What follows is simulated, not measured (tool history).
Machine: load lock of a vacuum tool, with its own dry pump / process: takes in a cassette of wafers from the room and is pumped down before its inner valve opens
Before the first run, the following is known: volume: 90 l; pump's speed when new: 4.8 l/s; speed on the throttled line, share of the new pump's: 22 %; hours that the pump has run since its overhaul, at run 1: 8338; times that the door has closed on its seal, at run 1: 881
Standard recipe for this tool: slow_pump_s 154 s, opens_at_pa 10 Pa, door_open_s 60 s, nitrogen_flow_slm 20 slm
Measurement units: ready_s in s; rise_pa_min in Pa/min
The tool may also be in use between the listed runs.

run,hour,slow_pump_s,opens_at_pa,door_open_s,nitrogen_flow_slm,hours that the pump has run since its overhaul,times that the door has closed on its seal,"incoming humidity of the room's air, %",ready_s,rise_pa_min
1,0,154,10,60,20,8338,881,45.7,294.2,0.046
2,307.6,154,10,60,20,8646,1984,42.9,295.9,0.042
3,809.5,154,10,60,20,9147,3782,44,293.1,0.036
4,1289.9,154,10,60,20,9628,5504,47.4,295.8,0.038
5,1552,154,10,60,20,9890,6443,43,293.7,0.041
6,1792.3,154,10,60,20,10130,7305,46.7,294.8,0.045
7,2080.9,154,10,60,20,10419,8339,49.7,293.2,0.046
8,2301.7,154,10,60,20,10640,9130,43.6,293.1,0.036
9,2702.3,154,10,60,20,11040,10565,42.5,293.6,0.04
10,2970.2,154,10,60,20,11308,11526,45.7,293.1,0.044
11,3448.6,154,7,60,20,11787,13240,44.6,296.3,0.039
12,3860.4,154,7,60,20,12198,14716,43.3,300.8,0.039
13,4346.6,243,10,60,20,12685,16458,44.4,361.4,0.042
14,4766.2,243,10,60,20,13104,17962,48,364.2,0.045
15,5084.8,154,10,60,16,13423,19104,44,292.8,0.041
# hour 5281.8: dry pump taken out, an overhauled one fitted
16,5434.7,154,10,60,20,153,20336,43.6,295.5,0.036
17,5750.6,154,11,60,20,469,21468,40.3,291.1,0.036
18,6008.2,154,10,60,20,726,22391,47.6,293.7,0.052
19,6337.7,173,10,60,20,1056,23572,46.4,309,0.043
20,6731.1,173,10,60,20,1449,24982,46.7,310.2,0.044
21,7097.4,290,11,90,13,1816,26295,49.1,398.9,0.065

Predict the results of run 22:
22,7515.6,217,17,90,13,2234,27793,43.7,?,?

ready_s: 336.2 s
rise_pa_min: 0.058 Pa/min
The same run, on a tool lacking any hidden state, would have yielded ready_s 336.2 s, rise_pa_min 0.056 Pa/min.
